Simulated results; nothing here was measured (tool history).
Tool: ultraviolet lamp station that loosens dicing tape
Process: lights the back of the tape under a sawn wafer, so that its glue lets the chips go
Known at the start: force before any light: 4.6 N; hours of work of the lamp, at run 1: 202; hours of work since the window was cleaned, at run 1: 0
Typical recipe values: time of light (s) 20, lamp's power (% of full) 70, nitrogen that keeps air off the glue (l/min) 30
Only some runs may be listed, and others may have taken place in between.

run,hour,time of light (s),lamp's power (% of full),nitrogen that keeps air off the glue (l/min),hours of work of the lamp,hours of work since the window was cleaned,force that peels the tape off (N),light that reached the tape (mJ/cm2)
1,0.0,20,70,30,202,0,0.477,485
2,5.9,20,70,30,205,3,0.481,489
3,12.1,20,70,12,208,6,0.746,484
4,16.9,20,70,12,211,9,0.758,486
5,22.4,20,70,12,214,12,0.739,485
6,29.5,20,70,12,217,15,0.772,479
7,35.6,20,70,12,221,19,0.771,484
8,46.0,20,70,12,226,24,0.752,479
9,53.3,20,70,30,230,28,0.475,482
10,62.4,20,70,30,234,32,0.482,476
11,68.6,20,70,30,238,36,0.484,473
12,78.7,20,70,30,243,41,0.495,476
13,86.7,20,70,30,247,45,0.482,473
14,94.0,20,70,10,251,49,0.829,473
15,102.5,20,62,30,255,53,0.620,418
16,111.0,20,70,24,260,58,0.524,471
17,115.5,20,70,24,262,60,0.570,470
18,125.3,20,70,24,267,65,0.570,465
19,132.4,20,60,30,271,69,0.656,400
20,139.9,20,60,30,275,73,0.656,398
21,145.0,20,93,30,277,75,0.340,620
22,150.5,20,70,51,280,78,0.430,464
23,159.3,30,80,27,285,83,0.259,784
24,164.6,30,80,27,288,86,0.264,795
25,170.0,21,71,44,290,88,0.399,489
26,175.2,21,71,44,293,91,0.411,488
27,181.4,27,70,43,296,94,0.295,613
28,190.8,14,74,43,301,99,0.715,336
29,197.1,20,70,11,304,102,0.843,461
30,206.9,20,70,11,310,108,0.836,449
31,216.1,20,75,30,314,112,0.465,488
32,221.9,20,66,30,317,115,0.550,428
33,230.1,32,88,30,322,120,0.242,909
34,238.3,32,88,30,326,124,0.243,913
35,248.0,32,88,30,331,129,0.235,900
36,257.1,23,62,30,336,134,0.535,460
37,267.9,23,62,30,341,139,0.543,453
38,276.4,22,70,26,346,144,0.492,488
39,281.9,10,70,35,348,146,1.384,222
40,291.5,34,70,35,353,152,0.260,747
41,297.3,20,70,16,357,155,0.752,445
42,306.9,24,97,30,361,159,0.285,739
43,317.3,37,81,20,367,165,0.253,935

A few steps of force that peels the tape off (N) between consecutive runs. Split each: what settings, incoming material and random variation would produce without the hidden state, and what is left over for the hidden state, along with gauge scatter present in only one of the two compared results (measured, and without hidden state):
Hidden state at play: lamp's light, % of a new lamp's; light that the window lets through, % of a clean one's; drift of the gauge itself on peel_n, %; drift of the gauge itself on dose_mj_cm2, %.
Run 38 -> 39: time of light (s) 22 -> 10, nitrogen that keeps air off the glue (l/min) 26 -> 35. force that peels the tape off (N) +0.892: hidden state +0.121, all else +0.771.
Run 39 -> 40: time of light (s) 10 -> 34. force that peels the tape off (N) -1.124: hidden state -0.195, all else -0.929.
Run 40 -> 41: time of light (s) 34 -> 20, nitrogen that keeps air off the glue (l/min) 35 -> 16. force that peels the tape off (N) +0.492: hidden state +0.133, all else +0.359.
Run 41 -> 42: time of light (s) 20 -> 24, lamp's power (% of full) 70 -> 97, nitrogen that keeps air off the glue (l/min) 16 -> 30. force that peels the tape off (N) -0.467: hidden state -0.124, all else -0.343.
